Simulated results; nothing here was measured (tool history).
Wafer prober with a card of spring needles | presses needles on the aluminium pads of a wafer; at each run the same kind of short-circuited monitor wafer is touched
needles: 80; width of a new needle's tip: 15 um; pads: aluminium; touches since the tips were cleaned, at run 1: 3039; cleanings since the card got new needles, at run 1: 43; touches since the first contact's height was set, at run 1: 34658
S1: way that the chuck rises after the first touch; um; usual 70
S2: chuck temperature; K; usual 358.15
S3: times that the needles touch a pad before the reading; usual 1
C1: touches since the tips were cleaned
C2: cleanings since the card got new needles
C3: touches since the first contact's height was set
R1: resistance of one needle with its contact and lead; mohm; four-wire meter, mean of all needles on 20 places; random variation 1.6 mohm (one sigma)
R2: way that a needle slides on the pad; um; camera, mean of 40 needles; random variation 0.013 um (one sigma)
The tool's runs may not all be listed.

run   hour  S1      S2  S3    C1  C2     C3   R1    R2
  1      0  70  358.15   1  3039  43  34658  188  9.48
       6.3  -- tips cleaned on abrasive film
  2     17  70  358.15   1  4422  44  41638  202  9.44
      19.6  -- tips cleaned on abrasive film
  3   27.2  51  358.15   1  3141  45  45788  220  6.88
      33.7  -- tips cleaned on abrasive film
  4   36.8  70  340.15   1  1300  46  49725  170  9.43
      47.1  -- tips cleaned on abrasive film
  5   53.2  70  358.15   2  2525  47  56461  175  9.43
      59.7  -- tips cleaned on abrasive film
  6   63.2  70  358.15   2  1450  48  60549  168  9.42
      72.5  -- tips cleaned on abrasive film
  7   73.1  70  358.15   1   266  49  64592  169  9.45
  8   81.7  70  358.15   1  3790  49  68116  201  9.43
      85.5  -- tips cleaned on abrasive film
  9   97.4  70  358.15   1  4893  50  74560  206  9.42
      98.5  -- tips cleaned on abrasive film
     111.5  -- tips cleaned on abrasive film
 10    113  70  358.15   1   637  52  80938  169  9.39
 11  121.8  70  358.15   3  4246  52  84547  172  9.41
     124.3  -- tips cleaned on abrasive film
 12  133.3  70  358.15   3  3682  53  89251  169  9.39
     136.8  -- tips cleaned on abrasive film
     149.5  -- tips cleaned on abrasive film
 13  151.6  70  358.15   2   830  55  96717  167  9.34

The next listed run, before its measurement:
       162  -- tips cleaned on abrasive film
 14  170.2  70  358.15   3  3381  56  104356   ?   ?

Run 14 gave R1 172 mohm, R2 9.35 um.
Without the tool's hidden state the same run would have given R1 157 mohm, R2 9.49 um.

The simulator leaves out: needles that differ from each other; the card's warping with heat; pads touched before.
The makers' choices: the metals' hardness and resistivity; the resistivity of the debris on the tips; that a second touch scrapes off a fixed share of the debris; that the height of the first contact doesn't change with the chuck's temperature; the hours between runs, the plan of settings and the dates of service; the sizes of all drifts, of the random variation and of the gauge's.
